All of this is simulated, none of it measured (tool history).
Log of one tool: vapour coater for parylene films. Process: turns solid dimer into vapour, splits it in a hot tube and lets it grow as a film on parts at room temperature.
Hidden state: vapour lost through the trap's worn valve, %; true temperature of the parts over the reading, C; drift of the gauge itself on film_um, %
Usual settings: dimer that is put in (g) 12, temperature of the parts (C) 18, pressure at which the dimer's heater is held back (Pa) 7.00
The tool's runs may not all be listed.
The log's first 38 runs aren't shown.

| run | day | dimer that is put in (g) | temperature of the parts (C) | pressure at which the dimer's heater is held back (Pa) | hours of work since the trap's valve was overhauled | hours of work since the table's thermometer was calibrated | thickness of the film (nm) |
|---|---|---|---|---|---|---|---|
| 39 | 19.696 | 8 | 28 | 2.50 | 329 | 428 | 2060 |
|  | 20.079 | trap's valve overhauled |
| 40 | 20.550 | 8 | 28 | 2.50 | 10 | 443 | 2170 |
| 41 | 20.862 | 8 | 28 | 2.50 | 17 | 449 | 2170 |
| 42 | 21.200 | 10 | 18 | 7.00 | 24 | 457 | 3350 |
| 43 | 21.671 | 12 | 25 | 3.13 | 34 | 467 | 3540 |
| 44 | 22.133 | 22 | 27 | 7.56 | 44 | 477 | 5080 |
| 45 | 22.488 | 12 | 21 | 7.58 | 52 | 484 | 3460 |
| 46 | 22.962 | 12 | 21 | 7.58 | 62 | 494 | 3470 |

3 ways to go on from here, each from the tool as it stands after run 46. What would each give?
| A | 23.433 | 9 | 18 | 7.00 | 72 | 505 | ? |
| B | 23.433 | 18 | 21 | 7.58 | 72 | 505 | ? |
| C | 23.433 | 12 | 30 | 4.38 | 72 | 505 | ? |

| run | thickness of the film (nm) |
|---|---|
| A | 3000 |
| B | 5250 |
| C | 2720 |
Without the tool's hidden state the same runs would have given:
| run | thickness of the film (nm) |
|---|---|
| A | 3120 |
| B | 5460 |
| C | 2830 |
